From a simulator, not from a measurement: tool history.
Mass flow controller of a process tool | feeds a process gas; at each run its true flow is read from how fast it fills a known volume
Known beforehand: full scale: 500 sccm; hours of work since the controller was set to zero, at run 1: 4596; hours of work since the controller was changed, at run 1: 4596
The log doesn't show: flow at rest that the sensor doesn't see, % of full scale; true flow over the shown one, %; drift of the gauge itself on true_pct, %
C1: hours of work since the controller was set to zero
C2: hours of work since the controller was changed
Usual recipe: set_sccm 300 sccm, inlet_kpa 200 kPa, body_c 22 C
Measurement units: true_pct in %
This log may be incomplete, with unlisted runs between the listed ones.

run 1 hour=0.0 | set_sccm=300 inlet_kpa=200 body_c=22 | C1=4596 C2=4596 | true_pct=95.82
run 2 hour=345.4 | set_sccm=204 inlet_kpa=200 body_c=22 | C1=4729 C2=4729 | true_pct=94.35
run 3 hour=595.7 | set_sccm=204 inlet_kpa=200 body_c=22 | C1=4825 C2=4825 | true_pct=94.39
run 4 hour=913.8 | set_sccm=204 inlet_kpa=200 body_c=22 | C1=4946 C2=4946 | true_pct=94.22
run 5 hour=1235.2 | set_sccm=204 inlet_kpa=200 body_c=22 | C1=5070 C2=5070 | true_pct=94.11
run 6 hour=1470.8 | set_sccm=204 inlet_kpa=200 body_c=22 | C1=5160 C2=5160 | true_pct=94.14
run 7 hour=1729.4 | set_sccm=204 inlet_kpa=200 body_c=22 | C1=5259 C2=5259 | true_pct=94.11
run 8 hour=1899.2 | set_sccm=204 inlet_kpa=200 body_c=22 | C1=5324 C2=5324 | true_pct=93.96
run 9 hour=2097.8 | set_sccm=300 inlet_kpa=200 body_c=22 | C1=5400 C2=5400 | true_pct=95.41
run 10 hour=2310.8 | set_sccm=300 inlet_kpa=200 body_c=22 | C1=5482 C2=5482 | true_pct=95.41
run 11 hour=2608.7 | set_sccm=300 inlet_kpa=200 body_c=22 | C1=5596 C2=5596 | true_pct=95.20
run 12 hour=2847.4 | set_sccm=300 inlet_kpa=200 body_c=24 | C1=5687 C2=5687 | true_pct=95.35
run 13 hour=3111.1 | set_sccm=300 inlet_kpa=200 body_c=24 | C1=5788 C2=5788 | true_pct=95.35
run 14 hour=3463.8 | set_sccm=300 inlet_kpa=200 body_c=24 | C1=5923 C2=5923 | true_pct=95.26
run 15 hour=3822.5 | set_sccm=300 inlet_kpa=200 body_c=24 | C1=6061 C2=6061 | true_pct=95.16
run 16 hour=4138.0 | set_sccm=300 inlet_kpa=200 body_c=22 | C1=6182 C2=6182 | true_pct=95.04
run 17 hour=4412.8 | set_sccm=300 inlet_kpa=200 body_c=22 | C1=6287 C2=6287 | true_pct=94.83
run 18 hour=4575.4 | set_sccm=300 inlet_kpa=200 body_c=22 | C1=6349 C2=6349 | true_pct=94.85
run 19 hour=4834.3 | set_sccm=300 inlet_kpa=200 body_c=22 | C1=6449 C2=6449 | true_pct=94.62
run 20 hour=5148.5 | set_sccm=205 inlet_kpa=200 body_c=22 | C1=6569 C2=6569 | true_pct=93.12
run 21 hour=5416.1 | set_sccm=205 inlet_kpa=200 body_c=22 | C1=6671 C2=6671 | true_pct=93.19
run 22 hour=5677.3 | set_sccm=211 inlet_kpa=196 body_c=34 | C1=6771 C2=6771 | true_pct=94.27
run 23 hour=5924.5 | set_sccm=70 inlet_kpa=177 body_c=37 | C1=6866 C2=6866 | true_pct=88.16
run 24 hour=6080.3 | set_sccm=79 inlet_kpa=200 body_c=30 | C1=6926 C2=6926 | true_pct=88.31
run 25 hour=6292.0 | set_sccm=199 inlet_kpa=200 body_c=30 | C1=7007 C2=7007 | true_pct=93.54
run 26 hour=6557.7 | set_sccm=199 inlet_kpa=200 body_c=30 | C1=7109 C2=7109 | true_pct=93.45
-- hour=6761.5 controller's zero set anew
run 27 hour=6889.2 | set_sccm=310 inlet_kpa=166 body_c=25 | C1=49 C2=7236 | true_pct=96.75
run 28 hour=7250.8 | set_sccm=487 inlet_kpa=150 body_c=25 | C1=187 C2=7374 | true_pct=98.15
run 29 hour=7539.0 | set_sccm=71 inlet_kpa=141 body_c=36 | C1=298 C2=7485 | true_pct=95.65
run 30 hour=7791.3 | set_sccm=102 inlet_kpa=259 body_c=36 | C1=395 C2=7581 | true_pct=95.38
run 31 hour=8140.5 | set_sccm=75 inlet_kpa=154 body_c=39 | C1=528 C2=7715 | true_pct=95.54
run 32 hour=8487.3 | set_sccm=75 inlet_kpa=154 body_c=39 | C1=661 C2=7848 | true_pct=95.34
run 33 hour=8795.2 | set_sccm=75 inlet_kpa=154 body_c=39 | C1=779 C2=7966 | true_pct=95.31
run 34 hour=9009.2 | set_sccm=139 inlet_kpa=200 body_c=22 | C1=861 C2=8048 | true_pct=94.28
run 35 hour=9320.9 | set_sccm=385 inlet_kpa=200 body_c=22 | C1=981 C2=8167 | true_pct=96.41
run 36 hour=9474.2 | set_sccm=462 inlet_kpa=162 body_c=28 | C1=1039 C2=8226 | true_pct=97.75
run 37 hour=9856.0 | set_sccm=62 inlet_kpa=275 body_c=28 | C1=1186 C2=8372 | true_pct=92.71
run 38 hour=10052.9 | set_sccm=62 inlet_kpa=275 body_c=28 | C1=1261 C2=8448 | true_pct=92.52
run 39 hour=10380.3 | set_sccm=227 inlet_kpa=145 body_c=36 | C1=1386 C2=8573 | true_pct=96.53
run 40 hour=10760.4 | set_sccm=77 inlet_kpa=200 body_c=38 | C1=1532 C2=8719 | true_pct=94.00

Describe how what the log doesn't record of the tool's condition differs between the last listed run preceding each entry between runs and the first listed run following it.
Between runs 26 and 27: controller's zero set anew (hour 6761.5)
  flow at rest that the sensor doesn't see, % of full scale: -1.189 -> -0.049; true flow over the shown one, %: -1.93 -> -1.96
  measured value less the no-hidden-state value, true_pct: -4.92 -> -2.04 %
